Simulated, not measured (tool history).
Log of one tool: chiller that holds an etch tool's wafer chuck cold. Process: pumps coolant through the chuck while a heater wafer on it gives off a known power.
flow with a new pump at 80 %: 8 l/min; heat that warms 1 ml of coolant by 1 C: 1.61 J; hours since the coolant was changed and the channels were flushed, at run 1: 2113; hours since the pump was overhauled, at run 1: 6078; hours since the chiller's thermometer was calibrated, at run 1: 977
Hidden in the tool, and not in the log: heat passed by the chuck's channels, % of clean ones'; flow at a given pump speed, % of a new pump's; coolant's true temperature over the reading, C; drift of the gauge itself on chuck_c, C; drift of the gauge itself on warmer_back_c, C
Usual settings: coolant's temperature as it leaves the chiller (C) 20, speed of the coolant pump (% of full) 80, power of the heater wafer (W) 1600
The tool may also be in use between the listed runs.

| run | hour | coolant's temperature as it leaves the chiller (C) | speed of the coolant pump (% of full) | power of the heater wafer (W) | hours since the coolant was changed and the channels were flushed | hours since the pump was overhauled | hours since the chiller's thermometer was calibrated | chuck's temperature once it has settled (C) | how much warmer the coolant comes back (C) |
|---|---|---|---|---|---|---|---|---|---|
| 1 | 0 | 20 | 80 | 1600 | 2113 | 6078 | 977 | 36.3 | 8.48 |
| 2 | 187 | 20 | 80 | 1600 | 2300 | 6265 | 1164 | 36.5 | 8.39 |
| 3 | 341.7 | 20 | 80 | 1600 | 2455 | 6420 | 1319 | 36.7 | 8.43 |
| 4 | 420.3 | 20 | 80 | 1600 | 2534 | 6498 | 1398 | 36.7 | 8.47 |
| 5 | 554.3 | 20 | 80 | 1761 | 2668 | 6632 | 1532 | 38.3 | 9.35 |
| 6 | 643.8 | 20 | 80 | 1600 | 2757 | 6722 | 1621 | 36.9 | 8.48 |
| 7 | 811.4 | 16 | 80 | 1600 | 2925 | 6890 | 1789 | 32.8 | 8.58 |
| 8 | 966 | 16 | 80 | 1600 | 3079 | 7044 | 1943 | 33 | 8.62 |
| 9 | 1066.8 | 20 | 87 | 1600 | 3180 | 7145 | 2044 | 36.2 | 7.85 |
|  | 1251.5 | coolant pump overhauled |
| 10 | 1263.1 | 20 | 87 | 1600 | 3371 | 12 | 2236 | 34.9 | 6.84 |
| 11 | 1439.5 | 20 | 87 | 1074 | 3548 | 188 | 2412 | 30.3 | 4.62 |
| 12 | 1559.8 | 19 | 80 | 1600 | 3668 | 308 | 2532 | 35 | 7.5 |
| 13 | 1715.6 | 20 | 80 | 1600 | 3824 | 464 | 2688 | 36.1 | 7.54 |
| 14 | 1885.3 | 20 | 80 | 1600 | 3994 | 634 | 2858 | 36.4 | 7.53 |
| 15 | 1985.2 | 20 | 80 | 1600 | 4094 | 734 | 2958 | 36.3 | 7.55 |
|  | 2109.4 | chiller's thermometer calibrated |
| 16 | 2173.2 | 20 | 80 | 1600 | 4281 | 921 | 64 | 35.9 | 7.65 |
| 17 | 2346.3 | 20 | 96 | 1600 | 4454 | 1094 | 237 | 34.2 | 6.28 |
| 18 | 2506.3 | 20 | 72 | 1600 | 4614 | 1254 | 397 | 37.4 | 8.57 |
| 19 | 2648.1 | 20 | 72 | 1600 | 4755 | 1396 | 539 | 37.7 | 8.58 |
| 20 | 2750 | 20 | 85 | 1759 | 4857 | 1497 | 641 | 37.3 | 7.96 |
| 21 | 2862.5 | 10 | 64 | 1759 | 4970 | 1610 | 753 | 31.4 | 10.79 |
| 22 | 2985.6 | 25 | 97 | 1854 | 5093 | 1733 | 876 | 41.9 | 7.26 |

Forecast run 23:
| 23 | 3109.8 | 29 | 80 | 1600 | 5217 | 1857 | 1000 | ? | ? |

{"run 23": {"chuck's temperature once it has settled (C)": 45.7, "how much warmer the coolant comes back (C)": 7.72}}
Without the tool's hidden state the same run would have given chuck's temperature once it has settled (C) 43.1, how much warmer the coolant comes back (C) 7.43.
